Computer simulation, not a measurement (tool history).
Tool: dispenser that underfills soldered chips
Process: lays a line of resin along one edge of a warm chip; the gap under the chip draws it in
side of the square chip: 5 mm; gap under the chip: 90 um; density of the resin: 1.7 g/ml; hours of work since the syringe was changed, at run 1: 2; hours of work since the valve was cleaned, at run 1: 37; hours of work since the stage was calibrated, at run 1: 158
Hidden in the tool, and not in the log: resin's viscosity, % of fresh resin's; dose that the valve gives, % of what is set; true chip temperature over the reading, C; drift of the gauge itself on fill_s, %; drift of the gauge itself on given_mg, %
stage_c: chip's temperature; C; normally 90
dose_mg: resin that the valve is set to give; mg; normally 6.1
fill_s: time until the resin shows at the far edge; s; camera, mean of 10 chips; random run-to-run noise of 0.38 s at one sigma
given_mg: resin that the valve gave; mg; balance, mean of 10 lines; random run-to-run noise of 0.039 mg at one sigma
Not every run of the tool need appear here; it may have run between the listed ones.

run  hour  stage_c  dose_mg  hours of work since the syringe was changed  hours of work since the valve was cleaned  hours of work since the stage was calibrated  fill_s  given_mg
  1     0       90      6.1                                            2                                         37                                           158    27.5      5.97
  2   4.7       90      6.1                                            6                                         40                                           162    36.9      6.04
      5.4  -- new syringe of resin
  3   9.8       90      6.1                                            3                                         44                                           165      30      5.94
     13.5  -- new syringe of resin
  4  15.2       90      6.1                                            1                                         48                                           169    25.4      6.04
  5  19.9       90      6.1                                            5                                         52                                           173    34.1      5.85
     21.7  -- new syringe of resin
  6  24.8       76      6.1                                            2                                         56                                           177    47.5      6.02
  7  29.1       76      6.1                                            6                                         59                                           180    62.4      5.98
     29.7  -- new syringe of resin
  8  32.3       76      6.1                                            2                                         61                                           183    48.4      5.98
  9    37       92      6.1                                            6                                         65                                           186    33.2      5.96
     37.7  -- new syringe of resin
 10  42.5       90      6.1                                            4                                         69                                           190      30      5.94
     45.6  -- new syringe of resin
 11  46.3       90      6.1                                            1                                         72                                           193    24.1      5.92
 12  50.7       90     5.86                                            4                                         76                                           197    31.7      5.68

The next listed run, before its measurement:
     53.6  -- new syringe of resin
 13  53.6       90     5.86                                            0                                         78                                           199       ?         ?

Run 13 gave fill_s 23.3 s, given_mg 5.74 mg.
On a tool with no hidden condition, and with the same random variation, this run would have come out at fill_s 24.1 s, given_mg 5.91 mg.
